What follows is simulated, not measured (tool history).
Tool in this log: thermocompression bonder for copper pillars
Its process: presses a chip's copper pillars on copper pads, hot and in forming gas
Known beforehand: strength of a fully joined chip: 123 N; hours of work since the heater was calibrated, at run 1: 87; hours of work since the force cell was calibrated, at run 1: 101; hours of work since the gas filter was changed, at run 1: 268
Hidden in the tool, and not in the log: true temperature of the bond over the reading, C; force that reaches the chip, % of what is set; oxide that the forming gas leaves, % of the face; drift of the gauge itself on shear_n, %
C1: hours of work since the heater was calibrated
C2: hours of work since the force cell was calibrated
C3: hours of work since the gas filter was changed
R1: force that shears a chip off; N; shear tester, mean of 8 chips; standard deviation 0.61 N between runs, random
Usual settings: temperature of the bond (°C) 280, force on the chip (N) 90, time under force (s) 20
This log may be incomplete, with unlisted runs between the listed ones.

run 1 hour=0.0 | temperature_of_the_bond_(°C)=280 force_on_the_chip_(N)=90 time_under_force_(s)=20 | C1=87 C2=101 C3=268 | R1=57.8
run 2 hour=10.9 | temperature_of_the_bond_(°C)=280 force_on_the_chip_(N)=71 time_under_force_(s)=20 | C1=96 C2=109 C3=276 | R1=49.8
run 3 hour=17.7 | temperature_of_the_bond_(°C)=280 force_on_the_chip_(N)=90 time_under_force_(s)=20 | C1=101 C2=114 C3=282 | R1=57.3
run 4 hour=24.3 | temperature_of_the_bond_(°C)=280 force_on_the_chip_(N)=90 time_under_force_(s)=20 | C1=106 C2=119 C3=287 | R1=57.6
run 5 hour=32.0 | temperature_of_the_bond_(°C)=280 force_on_the_chip_(N)=90 time_under_force_(s)=20 | C1=112 C2=125 C3=292 | R1=58.6
run 6 hour=45.3 | temperature_of_the_bond_(°C)=254 force_on_the_chip_(N)=90 time_under_force_(s)=20 | C1=122 C2=135 C3=302 | R1=38.5
run 7 hour=54.3 | temperature_of_the_bond_(°C)=254 force_on_the_chip_(N)=90 time_under_force_(s)=20 | C1=128 C2=142 C3=309 | R1=37.8
-- hour=57.1 heater calibrated with a thermocouple chip
run 8 hour=66.4 | temperature_of_the_bond_(°C)=254 force_on_the_chip_(N)=90 time_under_force_(s)=20 | C1=7 C2=149 C3=317 | R1=38.6
run 9 hour=78.9 | temperature_of_the_bond_(°C)=254 force_on_the_chip_(N)=90 time_under_force_(s)=20 | C1=16 C2=159 C3=326 | R1=38.5
run 10 hour=91.8 | temperature_of_the_bond_(°C)=270 force_on_the_chip_(N)=57 time_under_force_(s)=37 | C1=26 C2=168 C3=336 | R1=48.4
run 11 hour=100.6 | temperature_of_the_bond_(°C)=270 force_on_the_chip_(N)=57 time_under_force_(s)=37 | C1=33 C2=175 C3=343 | R1=48.9
-- hour=109.3 heater calibrated with a thermocouple chip, once more
run 12 hour=114.4 | temperature_of_the_bond_(°C)=274 force_on_the_chip_(N)=81 time_under_force_(s)=14 | C1=4 C2=184 C3=352 | R1=42.3
run 13 hour=127.0 | temperature_of_the_bond_(°C)=274 force_on_the_chip_(N)=81 time_under_force_(s)=14 | C1=13 C2=193 C3=361 | R1=41.5
run 14 hour=140.1 | temperature_of_the_bond_(°C)=280 force_on_the_chip_(N)=107 time_under_force_(s)=30 | C1=23 C2=203 C3=371 | R1=70.3
run 15 hour=150.0 | temperature_of_the_bond_(°C)=287 force_on_the_chip_(N)=98 time_under_force_(s)=20 | C1=31 C2=211 C3=379 | R1=65.4

Consider 5 possible next runs. They are alternatives, not a sequence: every one starts from the tool as it was left by run 15. What does each give?
run A hour=161.5 | temperature_of_the_bond_(°C)=288 force_on_the_chip_(N)=90 time_under_force_(s)=28 | C1=39 C2=220 C3=387 | R1=?
run B hour=161.5 | temperature_of_the_bond_(°C)=287 force_on_the_chip_(N)=79 time_under_force_(s)=16 | C1=39 C2=220 C3=387 | R1=?
run C hour=161.5 | temperature_of_the_bond_(°C)=280 force_on_the_chip_(N)=94 time_under_force_(s)=19 | C1=39 C2=220 C3=387 | R1=?
run D hour=161.5 | temperature_of_the_bond_(°C)=275 force_on_the_chip_(N)=131 time_under_force_(s)=29 | C1=39 C2=220 C3=387 | R1=?
run E hour=161.5 | temperature_of_the_bond_(°C)=294 force_on_the_chip_(N)=90 time_under_force_(s)=43 | C1=39 C2=220 C3=387 | R1=?

run=A R1=70.2
run=B R1=53.2
run=C R1=57.9
run=D R1=73.8
run=E R1=83.9
Without the tool's unlogged condition, the same runs would have read:
run=A R1=72.7
run=B R1=55.0
run=C R1=59.8
run=D R1=76.4
run=E R1=87.1
